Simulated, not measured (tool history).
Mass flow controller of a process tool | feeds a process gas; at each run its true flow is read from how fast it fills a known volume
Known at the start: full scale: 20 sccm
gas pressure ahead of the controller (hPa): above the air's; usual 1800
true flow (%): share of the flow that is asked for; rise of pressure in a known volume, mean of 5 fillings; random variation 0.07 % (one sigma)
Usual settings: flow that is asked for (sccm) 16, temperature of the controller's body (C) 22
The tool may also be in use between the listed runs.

run	hour	flow that is asked for (sccm)	gas pressure ahead of the controller (hPa)	temperature of the controller's body (C)	true flow (%)
1	0	16	1800	22	98.65
2	156.2	16	1800	22	98.59
3	494.9	16	2800	22	98.94
4	852.1	16	2800	22	98.71
5	1201.5	16	2800	22	98.81
6	1573.8	16	1800	38	99.43
7	1770.9	14	1800	38	99.46
8	2043.6	14	1800	38	99.47
9	2202.9	2	1800	38	107.41
10	2372	2	1800	38	107.63
11	2586.5	5	2710	34	101.28
# hour 2603.1: controller's zero set anew
12	2790.9	4	1410	21	103.86
13	3002.6	2	2160	27	112.42
14	3325.5	8	1650	39	101.27
15	3563.6	8	1710	33	100.94
# hour 3785.8: controller's zero set anew, once more
16	3854.6	17	1800	23	97.22
17	4005.1	17	1800	23	97.33
18	4289.5	9	2510	31	96.97
19	4460.3	3	1600	32	96.39

Forecast each of these 5 alternatives for the next run:
A	4816.6	2	1600	25	?
B	4816.6	5	1930	32	?
C	4816.6	18	2270	32	?
D	4816.6	12	1800	22	?
E	4816.6	17	2320	30	?

run	true flow (%)
A	96.19
B	96.49
C	97.98
D	96.51
E	97.76
Without the tool's hidden state the same runs would have given:
run	true flow (%)
A	97.84
B	98.58
C	100.28
D	98.77
E	100.05

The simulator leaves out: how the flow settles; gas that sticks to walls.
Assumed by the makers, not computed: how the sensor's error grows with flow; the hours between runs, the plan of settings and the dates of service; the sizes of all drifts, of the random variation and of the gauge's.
